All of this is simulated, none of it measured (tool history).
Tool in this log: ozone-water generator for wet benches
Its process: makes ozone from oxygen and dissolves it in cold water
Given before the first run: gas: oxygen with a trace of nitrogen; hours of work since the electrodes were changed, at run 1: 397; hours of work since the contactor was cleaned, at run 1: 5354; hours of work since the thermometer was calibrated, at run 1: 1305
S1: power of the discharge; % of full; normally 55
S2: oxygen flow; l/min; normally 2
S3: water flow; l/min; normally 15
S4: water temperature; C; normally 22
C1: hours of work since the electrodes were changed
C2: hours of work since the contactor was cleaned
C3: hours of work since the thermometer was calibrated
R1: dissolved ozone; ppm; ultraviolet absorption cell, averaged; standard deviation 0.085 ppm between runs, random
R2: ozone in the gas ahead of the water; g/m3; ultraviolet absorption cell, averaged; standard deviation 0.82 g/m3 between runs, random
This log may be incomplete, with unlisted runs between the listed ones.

Run 1, hour 0: usual settings; C1 397; C2 5354; C3 1305. Result: R1 6.78 ppm, R2 129.3 g/m3.
Run 2, hour 73.2: usual settings; C1 450; C2 5406; C3 1357. Result: R1 6.58 ppm, R2 129.8 g/m3.
Run 3, hour 117.7: usual settings but S3 16 l/min; C1 482; C2 5438; C3 1389. Result: R1 6.17 ppm, R2 129.8 g/m3.
Run 4, hour 157.8: usual settings; C1 510; C2 5467; C3 1418. Result: R1 6.6 ppm, R2 129.4 g/m3.
Run 5, hour 190.8: usual settings but S3 16 l/min; C1 534; C2 5490; C3 1441. Result: R1 6.31 ppm, R2 128.3 g/m3.
Run 6, hour 225.1: usual settings but S3 16 l/min; C1 558; C2 5515; C3 1466. Result: R1 6.17 ppm, R2 129.6 g/m3.
Run 7, hour 295.8: usual settings; C1 609; C2 5565; C3 1516. Result: R1 6.64 ppm, R2 129.4 g/m3.
Run 8, hour 339.5: usual settings; C1 640; C2 5596; C3 1548. Result: R1 6.79 ppm, R2 129.3 g/m3.
Run 9, hour 398.7: usual settings but S1 56 % of full; C1 682; C2 5639; C3 1590. Result: R1 6.83 ppm, R2 129.3 g/m3.
Run 10, hour 472.2: usual settings; C1 735; C2 5691; C3 1642. Result: R1 6.57 ppm, R2 127.4 g/m3.
Run 11, hour 513.5: usual settings but S2 2.11 l/min; C1 764; C2 5721; C3 1672. Result: R1 6.61 ppm, R2 124.5 g/m3.
Run 12, hour 583.7: usual settings but S2 2.11 l/min; C1 815; C2 5771; C3 1722. Result: R1 6.55 ppm, R2 122.3 g/m3.
Run 13, hour 649.6: usual settings but S4 14 C; C1 862; C2 5818; C3 1769. Result: R1 7.24 ppm, R2 126.8 g/m3.
Run 14, hour 704.4: usual settings; C1 901; C2 5857; C3 1808. Result: R1 6.79 ppm, R2 129.1 g/m3.
At hour 718.8: contactor cleaned.
Run 15, hour 761: usual settings; C1 939; C2 30; C3 1846. Result: R1 6.78 ppm, R2 127.4 g/m3.
Run 16, hour 802.5: usual settings; C1 968; C2 60; C3 1876. Result: R1 6.84 ppm, R2 128.4 g/m3.
Run 17, hour 864.9: usual settings; C1 1013; C2 104; C3 1920. Result: R1 6.82 ppm, R2 127.8 g/m3.
Run 18, hour 930.9: usual settings but S1 89 % of full; C1 1060; C2 152; C3 1968. Result: R1 8.74 ppm, R2 163.7 g/m3.
At hour 938.2: water thermometer calibrated.
Run 19, hour 978.8: usual settings but S1 52 % of full, S2 1.46 l/min, S3 14 l/min; C1 1094; C2 185; C3 29. Result: R1 7.04 ppm, R2 151.3 g/m3.
Run 20, hour 1037: usual settings but S1 52 % of full, S2 1.46 l/min, S3 14 l/min; C1 1135; C2 227; C3 71. Result: R1 7 ppm, R2 152.3 g/m3.
Run 21, hour 1085.6: usual settings but S1 52 % of full, S2 1.46 l/min, S3 14 l/min; C1 1170; C2 262; C3 105. Result: R1 7.08 ppm, R2 152.1 g/m3.
At hour 1106.9: water thermometer calibrated, once more.
Run 22, hour 1138.5: usual settings but S1 52 % of full, S2 1.46 l/min, S3 14 l/min; C1 1208; C2 299; C3 23. Result: R1 7.05 ppm, R2 153.1 g/m3.
Run 23, hour 1185.9: usual settings but S3 20 l/min, S4 20 C; C1 1241; C2 333; C3 56. Result: R1 4.97 ppm, R2 126.4 g/m3.
Run 24, hour 1216.8: usual settings but S2 3.44 l/min, S4 27 C; C1 1264; C2 355; C3 79. Result: R1 6.13 ppm, R2 88.7 g/m3.
Run 25, hour 1283.3: usual settings but S3 22 l/min; C1 1311; C2 403; C3 126. Result: R1 4.33 ppm, R2 126.8 g/m3.
Run 26, hour 1353.6: usual settings but S3 22 l/min; C1 1361; C2 453; C3 176. Result: R1 4.25 ppm, R2 126.8 g/m3.
Run 27, hour 1416: usual settings but S4 16 C; C1 1406; C2 498; C3 221. Result: R1 7.33 ppm, R2 125.8 g/m3.
Run 28, hour 1456.2: usual settings but S4 24 C; C1 1435; C2 526; C3 250. Result: R1 6.58 ppm, R2 127 g/m3.
Run 29, hour 1494.4: usual settings but S1 71 % of full, S2 2.16 l/min, S3 13 l/min, S4 24 C; C1 1462; C2 554; C3 277. Result: R1 8.72 ppm, R2 137.1 g/m3.
Run 30, hour 1544.7: usual settings but S1 71 % of full, S2 1.49 l/min, S3 10 l/min, S4 24 C; C1 1498; C2 590; C3 313. Result: R1 11.62 ppm, R2 173.9 g/m3.
Run 31, hour 1585.9: usual settings but S1 98 % of full, S4 19 C; C1 1527; C2 619; C3 342. Result: R1 9.27 ppm, R2 167.7 g/m3.
Run 32, hour 1634: usual settings but S1 98 % of full, S4 19 C; C1 1562; C2 653; C3 377. Result: R1 9.29 ppm, R2 167.5 g/m3.

Pick out some run-to-run changes in R1. Of each, how much would a tool without hidden state show as well, from the settings, what came in and chance, and how much is left for the hidden state and any gauge scatter not in both results compared?
Hidden state at play: yield of the discharge, % of new electrodes'; contactor's efficiency, % of a clean one's; true water temperature over the reading, C; drift of the gauge itself on ozone_ppm, %; drift of the gauge itself on gas_g_m3, %.
Run 14 -> 15: contactor cleaned. R1 -0.01 ppm: hidden state +0.28, all else -0.29.
Run 17 -> 18: S1 55 -> 89. R1 +1.92 ppm: hidden state -0.13, all else +2.05.
Run 26 -> 27: S3 22 -> 15, S4 22 -> 16. R1 +3.08 ppm: hidden state -0.12, all else +3.2.
Run 29 -> 30: S2 2.16 -> 1.49, S3 13 -> 10. R1 +2.9 ppm: hidden state -0.14, all else +3.04.
Run 30 -> 31: S1 71 -> 98, S2 1.49 -> 2, S3 10 -> 15, S4 24 -> 19. R1 -2.35 ppm: hidden state +0.03, all else -2.38.
